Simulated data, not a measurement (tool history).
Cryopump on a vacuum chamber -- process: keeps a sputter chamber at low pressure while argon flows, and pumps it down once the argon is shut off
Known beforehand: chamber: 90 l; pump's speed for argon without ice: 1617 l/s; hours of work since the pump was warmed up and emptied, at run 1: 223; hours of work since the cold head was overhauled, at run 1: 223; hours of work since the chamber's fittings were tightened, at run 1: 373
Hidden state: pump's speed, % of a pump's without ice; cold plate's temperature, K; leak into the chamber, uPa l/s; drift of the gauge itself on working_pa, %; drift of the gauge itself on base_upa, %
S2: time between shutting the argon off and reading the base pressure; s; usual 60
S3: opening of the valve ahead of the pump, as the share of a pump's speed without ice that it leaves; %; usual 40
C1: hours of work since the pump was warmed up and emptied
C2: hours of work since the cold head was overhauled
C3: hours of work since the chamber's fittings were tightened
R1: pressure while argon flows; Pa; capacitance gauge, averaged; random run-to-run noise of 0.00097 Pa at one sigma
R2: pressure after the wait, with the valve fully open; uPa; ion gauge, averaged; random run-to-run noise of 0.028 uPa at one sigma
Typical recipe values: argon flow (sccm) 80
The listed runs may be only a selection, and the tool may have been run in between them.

run 1 hour=0 | argon_flow_(sccm)=80 S2=60 S3=40 | C1=223 C2=223 C3=373 | R1=0.2324 R2=1.99
run 2 hour=16.7 | argon_flow_(sccm)=80 S2=33 S3=40 | C1=234 C2=234 C3=385 | R1=0.2324 R2=2.94
run 3 hour=39.5 | argon_flow_(sccm)=80 S2=33 S3=40 | C1=250 C2=250 C3=401 | R1=0.2348 R2=3.03
run 4 hour=55.1 | argon_flow_(sccm)=80 S2=60 S3=48 | C1=261 C2=261 C3=411 | R1=0.2033 R2=2.14
run 5 hour=73.6 | argon_flow_(sccm)=80 S2=60 S3=48 | C1=274 C2=274 C3=424 | R1=0.2041 R2=2.16
run 6 hour=86.1 | argon_flow_(sccm)=80 S2=60 S3=48 | C1=283 C2=283 C3=433 | R1=0.2057 R2=2.12
run 7 hour=109.2 | argon_flow_(sccm)=35 S2=60 S3=48 | C1=299 C2=299 C3=449 | R1=0.0905 R2=2.2
run 8 hour=120.5 | argon_flow_(sccm)=35 S2=60 S3=48 | C1=307 C2=307 C3=457 | R1=0.0903 R2=2.28
run 9 hour=135.5 | argon_flow_(sccm)=35 S2=179 S3=56 | C1=317 C2=317 C3=467 | R1=0.081 R2=1.54
run 10 hour=153.6 | argon_flow_(sccm)=35 S2=38 S3=23 | C1=330 C2=330 C3=480 | R1=0.1758 R2=2.99
-- hour=169.5 pump warmed up, emptied and cooled again
run 11 hour=180.3 | argon_flow_(sccm)=35 S2=38 S3=23 | C1=7 C2=345 C3=495 | R1=0.1593 R2=2.63

Each row is a separate what-if for the run after 11, all from the same tool condition, not one after another. Results?
run A hour=199.3 | argon_flow_(sccm)=104 S2=40 S3=47 | C1=21 C2=358 C3=508 | R1=? R2=?
run B hour=199.3 | argon_flow_(sccm)=61 S2=26 S3=23 | C1=21 C2=358 C3=508 | R1=? R2=?
run C hour=199.3 | argon_flow_(sccm)=80 S2=23 S3=40 | C1=21 C2=358 C3=508 | R1=? R2=?
run D hour=199.3 | argon_flow_(sccm)=74 S2=38 S3=23 | C1=21 C2=358 C3=508 | R1=? R2=?
run E hour=199.3 | argon_flow_(sccm)=129 S2=92 S3=40 | C1=21 C2=358 C3=508 | R1=? R2=?

run=A R1=0.2348 R2=2.58
run=B R1=0.2791 R2=3.51
run=C R1=0.2118 R2=3.82
run=D R1=0.3381 R2=2.69
run=E R1=0.3408 R2=1.65
Stripped of hidden state, with their random variation kept, the same runs would have yielded:
run=A R1=0.2315 R2=1.86
run=B R1=0.2771 R2=2.78
run=C R1=0.2093 R2=3.1
run=D R1=0.3358 R2=1.97
run=E R1=0.3367 R2=0.93

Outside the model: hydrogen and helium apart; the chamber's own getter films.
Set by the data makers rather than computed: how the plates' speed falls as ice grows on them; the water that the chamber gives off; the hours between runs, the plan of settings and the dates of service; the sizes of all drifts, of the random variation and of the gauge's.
